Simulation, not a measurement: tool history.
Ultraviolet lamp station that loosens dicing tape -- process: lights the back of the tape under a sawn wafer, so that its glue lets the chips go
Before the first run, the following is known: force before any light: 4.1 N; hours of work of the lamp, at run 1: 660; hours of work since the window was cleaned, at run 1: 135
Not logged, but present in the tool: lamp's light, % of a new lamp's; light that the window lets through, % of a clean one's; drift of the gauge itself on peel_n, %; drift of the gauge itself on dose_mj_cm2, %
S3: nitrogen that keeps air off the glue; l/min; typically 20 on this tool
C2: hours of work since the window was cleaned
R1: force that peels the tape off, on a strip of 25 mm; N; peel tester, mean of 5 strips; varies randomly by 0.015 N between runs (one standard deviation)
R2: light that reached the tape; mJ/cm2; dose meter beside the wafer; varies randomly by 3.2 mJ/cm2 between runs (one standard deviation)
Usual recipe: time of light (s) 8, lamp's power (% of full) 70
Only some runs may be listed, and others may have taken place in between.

run 1 day=0.000 | time_of_light_(s)=8 lamp's_power_(%_of_full)=70 S3=20 | hours_of_work_of_the_lamp=660 C2=135 | R1=1.043 R2=380
run 2 day=0.933 | time_of_light_(s)=8 lamp's_power_(%_of_full)=70 S3=20 | hours_of_work_of_the_lamp=675 C2=150 | R1=1.028 R2=380
run 3 day=2.125 | time_of_light_(s)=8 lamp's_power_(%_of_full)=70 S3=20 | hours_of_work_of_the_lamp=695 C2=170 | R1=1.041 R2=378
run 4 day=3.125 | time_of_light_(s)=8 lamp's_power_(%_of_full)=70 S3=20 | hours_of_work_of_the_lamp=711 C2=186 | R1=1.090 R2=374
run 5 day=4.258 | time_of_light_(s)=8 lamp's_power_(%_of_full)=70 S3=20 | hours_of_work_of_the_lamp=729 C2=204 | R1=1.107 R2=369
run 6 day=5.188 | time_of_light_(s)=8 lamp's_power_(%_of_full)=70 S3=20 | hours_of_work_of_the_lamp=744 C2=219 | R1=1.115 R2=365
run 7 day=5.854 | time_of_light_(s)=8 lamp's_power_(%_of_full)=70 S3=20 | hours_of_work_of_the_lamp=755 C2=230 | R1=1.092 R2=362
run 8 day=6.588 | time_of_light_(s)=8 lamp's_power_(%_of_full)=70 S3=20 | hours_of_work_of_the_lamp=767 C2=242 | R1=1.153 R2=359
run 9 day=7.783 | time_of_light_(s)=8 lamp's_power_(%_of_full)=70 S3=20 | hours_of_work_of_the_lamp=786 C2=261 | R1=1.099 R2=354
run 10 day=8.583 | time_of_light_(s)=8 lamp's_power_(%_of_full)=100 S3=20 | hours_of_work_of_the_lamp=799 C2=274 | R1=0.723 R2=502
run 11 day=9.704 | time_of_light_(s)=4 lamp's_power_(%_of_full)=65 S3=20 | hours_of_work_of_the_lamp=817 C2=293 | R1=2.188 R2=161
run 12 day=10.475 | time_of_light_(s)=4 lamp's_power_(%_of_full)=65 S3=20 | hours_of_work_of_the_lamp=830 C2=305 | R1=2.286 R2=163
run 13 day=10.992 | time_of_light_(s)=5 lamp's_power_(%_of_full)=73 S3=37 | hours_of_work_of_the_lamp=838 C2=313 | R1=1.507 R2=223
run 14 day=11.700 | time_of_light_(s)=5 lamp's_power_(%_of_full)=73 S3=37 | hours_of_work_of_the_lamp=850 C2=325 | R1=1.617 R2=220
-- day=12.625 window cleaned of glue's vapour
run 15 day=12.862 | time_of_light_(s)=5 lamp's_power_(%_of_full)=73 S3=37 | hours_of_work_of_the_lamp=868 C2=4 | R1=1.460 R2=236
run 16 day=13.967 | time_of_light_(s)=5 lamp's_power_(%_of_full)=62 S3=37 | hours_of_work_of_the_lamp=886 C2=22 | R1=1.710 R2=203
run 17 day=14.600 | time_of_light_(s)=13 lamp's_power_(%_of_full)=88 S3=22 | hours_of_work_of_the_lamp=896 C2=32 | R1=0.398 R2=741
run 18 day=15.446 | time_of_light_(s)=9 lamp's_power_(%_of_full)=70 S3=24 | hours_of_work_of_the_lamp=910 C2=46 | R1=0.902 R2=400
run 19 day=16.692 | time_of_light_(s)=9 lamp's_power_(%_of_full)=70 S3=12 | hours_of_work_of_the_lamp=930 C2=66 | R1=1.268 R2=390

Predict each of these 5 candidate next runs independently; none follows another, all start after run 19:
run A day=17.325 | time_of_light_(s)=9 lamp's_power_(%_of_full)=100 S3=12 | hours_of_work_of_the_lamp=940 C2=76 | R1=? R2=?
run B day=17.325 | time_of_light_(s)=4 lamp's_power_(%_of_full)=75 S3=30 | hours_of_work_of_the_lamp=940 C2=76 | R1=? R2=?
run C day=17.325 | time_of_light_(s)=9 lamp's_power_(%_of_full)=72 S3=37 | hours_of_work_of_the_lamp=940 C2=76 | R1=? R2=?
run D day=17.325 | time_of_light_(s)=9 lamp's_power_(%_of_full)=70 S3=16 | hours_of_work_of_the_lamp=940 C2=76 | R1=? R2=?
run E day=17.325 | time_of_light_(s)=4 lamp's_power_(%_of_full)=66 S3=19 | hours_of_work_of_the_lamp=940 C2=76 | R1=? R2=?

run=A R1=0.835 R2=559
run=B R1=1.943 R2=186
run=C R1=0.800 R2=404
run=D R1=1.147 R2=395
run=E R1=2.258 R2=167
Had the tool no hidden state, the same runs would have come out as:
run=A R1=0.487 R2=814
run=B R1=1.391 R2=271
run=C R1=0.463 R2=588
run=D R1=0.699 R2=575
run=E R1=1.737 R2=242
